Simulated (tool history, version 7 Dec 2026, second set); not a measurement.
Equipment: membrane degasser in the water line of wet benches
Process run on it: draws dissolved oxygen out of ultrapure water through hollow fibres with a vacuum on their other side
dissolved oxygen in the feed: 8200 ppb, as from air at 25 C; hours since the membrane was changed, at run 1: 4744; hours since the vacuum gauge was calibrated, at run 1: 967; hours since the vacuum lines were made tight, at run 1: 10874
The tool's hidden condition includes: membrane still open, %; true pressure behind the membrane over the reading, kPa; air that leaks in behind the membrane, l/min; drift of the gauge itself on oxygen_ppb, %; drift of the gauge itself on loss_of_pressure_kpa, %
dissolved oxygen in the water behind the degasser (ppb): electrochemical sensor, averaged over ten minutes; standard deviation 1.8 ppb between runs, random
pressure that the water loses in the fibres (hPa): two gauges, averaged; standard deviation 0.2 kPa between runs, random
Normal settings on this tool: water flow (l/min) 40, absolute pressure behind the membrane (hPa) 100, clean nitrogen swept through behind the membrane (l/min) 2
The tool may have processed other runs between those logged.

run,hour,water flow (l/min),absolute pressure behind the membrane (hPa),clean nitrogen swept through behind the membrane (l/min),hours since the membrane was changed,hours since the vacuum gauge was calibrated,hours since the vacuum lines were made tight,dissolved oxygen in the water behind the degasser (ppb),pressure that the water loses in the fibres (hPa)
1,0,40,100,2,4744,967,10874,315.6,444.4
2,127.7,40,100,4.16,4872,1094,11002,175,441
3,186.1,40,100,2,4930,1153,11060,315.1,443.7
4,324.5,48,100,2,5069,1291,11198,385.5,534.5
5,443.4,48,100,2,5187,1410,11317,380.6,530.3
6,574.1,48,68,2,5318,1541,11448,225.9,533.2
7,681.2,48,68,4.68,5425,1648,11555,128.7,532.7
8,802,48,68,4.68,5546,1769,11676,128.4,528.9
9,895.6,48,68,4.68,5640,1862,11770,129.7,527.8
10,1023.5,38,100,2,5768,1990,11897,295.9,420.2
11,1103.2,38,100,2,5847,2070,11977,298.9,421
12,1208.9,32,100,2,5953,2176,12083,248.8,358.2
13,1312.2,40,143,2,6056,2279,12186,494.2,446.3
14,1430.6,40,143,2,6175,2397,12305,487.5,444
15,1564.9,40,143,2,6309,2532,12439,485.8,443.5
16,1700.8,57,100,2,6445,2667,12575,467,636
17,1764,57,100,2,6508,2731,12638,463.7,630.3
18,1905.7,40,68,4.67,6650,2872,12780,95.2,445.4
19,2006.5,40,158,2.48,6751,2973,12880,458.4,443.5
20,2077.4,40,158,2.48,6821,3044,12951,463.1,447.3
21,2142.3,46,158,1.36,6886,3109,13016,840.8,507.4
22,2240.3,25,103,2,6984,3207,13114,205.9,276.9
23,2312,53,103,1.17,7056,3279,13186,641.4,584.8
24,2454.9,46,101,4.09,7199,3421,13329,215.1,511.9
25,2537.8,46,101,4.09,7282,3504,13412,213.7,510.7
26,2615.3,42,239,5.91,7359,3582,13489,363.1,465.9
27,2707.3,63,73,5.91,7451,3674,13581,197.3,698.4
28,2776.1,28,177,1.38,7520,3743,13650,618.8,313.4
29,2914.8,29,177,3.28,7659,3881,13789,300.5,320.4
30,3039.6,29,177,3.28,7784,4006,13913,298.4,322.4
# hour 3157.9: seals of the vacuum lines changed
31,3163,29,177,3.28,7905,4128,5,298.1,320.3
32,3241.5,29,177,3.28,7984,4206,84,299,322.6
33,3341.4,29,177,3.28,8083,4306,184,300.4,322.1

Branching from run 33: 3 alternative next runs. What would each branch give?
A,3427.6,29,90,1.82,8170,4392,270,?,?
B,3427.6,29,200,3.28,8170,4392,270,?,?
C,3427.6,44,122,3.83,8170,4392,270,?,?

run,dissolved oxygen in the water behind the degasser (ppb),pressure that the water loses in the fibres (hPa)
A,209.7,323.2
B,343.2,321.6
C,264.3,488.2
With no hidden state in the tool, these same runs would have given:
run,dissolved oxygen in the water behind the degasser (ppb),pressure that the water loses in the fibres (hPa)
A,209.5,322.9
B,343,321.3
C,264,487.7
